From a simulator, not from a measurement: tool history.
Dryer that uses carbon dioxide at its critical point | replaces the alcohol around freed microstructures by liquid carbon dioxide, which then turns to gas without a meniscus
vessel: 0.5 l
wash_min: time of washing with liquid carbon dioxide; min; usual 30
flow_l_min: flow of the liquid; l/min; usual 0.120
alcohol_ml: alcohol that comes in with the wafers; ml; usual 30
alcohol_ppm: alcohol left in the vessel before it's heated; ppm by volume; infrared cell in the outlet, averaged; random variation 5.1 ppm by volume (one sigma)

Run 1, hour 0.0: usual settings. Result: alcohol_ppm 312 ppm by volume.
Run 2, hour 20.5: usual settings. Result: alcohol_ppm 341 ppm by volume.
Run 3, hour 48.6: usual settings but flow_l_min 0.162 l/min. Result: alcohol_ppm 170 ppm by volume.
At hour 54.6: inlet filter changed.
Run 4, hour 79.3: usual settings but flow_l_min 0.162 l/min. Result: alcohol_ppm 167 ppm by volume.
Run 5, hour 101.8: usual settings but flow_l_min 0.162 l/min, alcohol_ml 52 ml. Result: alcohol_ppm 172 ppm by volume.
Run 6, hour 121.1: usual settings. Result: alcohol_ppm 237 ppm by volume.
Run 7, hour 149.9: usual settings. Result: alcohol_ppm 252 ppm by volume.
Run 8, hour 172.5: usual settings but alcohol_ml 31 ml. Result: alcohol_ppm 260 ppm by volume.
Run 9, hour 190.2: usual settings but alcohol_ml 31 ml. Result: alcohol_ppm 256 ppm by volume.
Run 10, hour 214.6: usual settings. Result: alcohol_ppm 263 ppm by volume.
Run 11, hour 229.3: usual settings. Result: alcohol_ppm 260 ppm by volume.
Run 12, hour 263.6: usual settings but wash_min 26 min. Result: alcohol_ppm 404 ppm by volume.
Run 13, hour 286.5: usual settings. Result: alcohol_ppm 281 ppm by volume.
Run 14, hour 320.5: usual settings. Result: alcohol_ppm 296 ppm by volume.
Run 15, hour 353.9: usual settings. Result: alcohol_ppm 292 ppm by volume.
Run 16, hour 373.5: usual settings. Result: alcohol_ppm 305 ppm by volume.
Run 17, hour 397.0: usual settings but flow_l_min 0.073 l/min. Result: alcohol_ppm 1722 ppm by volume.
Run 18, hour 414.8: usual settings but alcohol_ml 87 ml. Result: alcohol_ppm 555 ppm by volume.
Run 19, hour 435.5: usual settings but alcohol_ml 87 ml. Result: alcohol_ppm 557 ppm by volume.
Run 20, hour 471.5: usual settings. Result: alcohol_ppm 320 ppm by volume.
Run 21, hour 507.0: usual settings. Result: alcohol_ppm 331 ppm by volume.
Run 22, hour 537.1: usual settings. Result: alcohol_ppm 358 ppm by volume.
Run 23, hour 573.2: usual settings but flow_l_min 0.137 l/min. Result: alcohol_ppm 276 ppm by volume.
Run 24, hour 608.6: usual settings but wash_min 18 min, flow_l_min 0.148 l/min. Result: alcohol_ppm 952 ppm by volume.
Run 25, hour 639.1: usual settings but wash_min 25 min, flow_l_min 0.187 l/min, alcohol_ml 89 ml. Result: alcohol_ppm 291 ppm by volume.
Run 26, hour 654.7: usual settings but flow_l_min 0.158 l/min, alcohol_ml 88 ml. Result: alcohol_ppm 287 ppm by volume.
Run 27, hour 677.2: usual settings but wash_min 35 min, flow_l_min 0.097 l/min, alcohol_ml 61 ml. Result: alcohol_ppm 797 ppm by volume.
Run 28, hour 709.0: usual settings but wash_min 27 min, flow_l_min 0.164 l/min, alcohol_ml 101 ml. Result: alcohol_ppm 362 ppm by volume.
Run 29, hour 726.4: usual settings but flow_l_min 0.156 l/min, alcohol_ml 69 ml. Result: alcohol_ppm 303 ppm by volume.
Run 30, hour 744.4: usual settings but wash_min 27 min, flow_l_min 0.103 l/min, alcohol_ml 88 ml. Result: alcohol_ppm 2588 ppm by volume.
At hour 757.3: inlet filter changed.
Run 31, hour 770.8: usual settings but wash_min 42 min, flow_l_min 0.096 l/min, alcohol_ml 54 ml. Result: alcohol_ppm 302 ppm by volume.
Run 32, hour 795.4: usual settings but wash_min 23 min. Result: alcohol_ppm 579 ppm by volume.
Run 33, hour 830.3: usual settings but wash_min 20 min, flow_l_min 0.183 l/min, alcohol_ml 27 ml. Result: alcohol_ppm 276 ppm by volume.
Run 34, hour 847.3: usual settings but wash_min 28 min, flow_l_min 0.183 l/min, alcohol_ml 93 ml. Result: alcohol_ppm 254 ppm by volume.
At hour 870.1: purifier's bed changed.
Run 35, hour 885.7: usual settings but wash_min 19 min, flow_l_min 0.186 l/min, alcohol_ml 21 ml. Result: alcohol_ppm 63 ppm by volume.
Run 36, hour 904.4: usual settings but wash_min 40 min, flow_l_min 0.082 l/min, alcohol_ml 63 ml. Result: alcohol_ppm 389 ppm by volume.
Run 37, hour 920.2: usual settings but wash_min 40 min, flow_l_min 0.160 l/min, alcohol_ml 21 ml. Result: alcohol_ppm 18 ppm by volume.
Run 38, hour 941.4: usual settings but wash_min 33 min, alcohol_ml 105 ml. Result: alcohol_ppm 168 ppm by volume.
Run 39, hour 959.5: usual settings but wash_min 33 min, alcohol_ml 52 ml. Result: alcohol_ppm 107 ppm by volume.
Run 40, hour 984.6: usual settings but wash_min 33 min, alcohol_ml 52 ml. Result: alcohol_ppm 105 ppm by volume.
Run 41, hour 1008.2: usual settings but wash_min 33 min, alcohol_ml 52 ml. Result: alcohol_ppm 118 ppm by volume.
Run 42, hour 1036.8: usual settings but wash_min 33 min, alcohol_ml 52 ml. Result: alcohol_ppm 121 ppm by volume.
Run 43, hour 1059.3: usual settings but wash_min 38 min, alcohol_ml 52 ml. Result: alcohol_ppm 62 ppm by volume.
Run 44, hour 1093.0: usual settings but wash_min 38 min, alcohol_ml 52 ml. Result: alcohol_ppm 61 ppm by volume.
Run 45, hour 1125.6: usual settings but wash_min 26 min, flow_l_min 0.138 l/min. Result: alcohol_ppm 143 ppm by volume.
Run 46, hour 1156.9: usual settings but wash_min 26 min, flow_l_min 0.138 l/min. Result: alcohol_ppm 160 ppm by volume.

Forecast each of these 4 alternatives for the next run:
Run A, hour 1184.5: usual settings but wash_min 26 min, flow_l_min 0.179 l/min, alcohol_ml 119 ml. Result: alcohol_ppm ?.
Run B, hour 1184.5: usual settings but wash_min 26 min, flow_l_min 0.156 l/min. Result: alcohol_ppm ?.
Run C, hour 1184.5: usual settings but flow_l_min 0.145 l/min, alcohol_ml 66 ml. Result: alcohol_ppm ?.
Run D, hour 1184.5: usual settings but wash_min 48 min, flow_l_min 0.075 l/min, alcohol_ml 63 ml. Result: alcohol_ppm ?.

run  alcohol_ppm
  A          102
  B           92
  C          106
  D          390
Without the tool's hidden state the same runs would have given:
run  alcohol_ppm
  A           27
  B           28
  C           31
  D          187

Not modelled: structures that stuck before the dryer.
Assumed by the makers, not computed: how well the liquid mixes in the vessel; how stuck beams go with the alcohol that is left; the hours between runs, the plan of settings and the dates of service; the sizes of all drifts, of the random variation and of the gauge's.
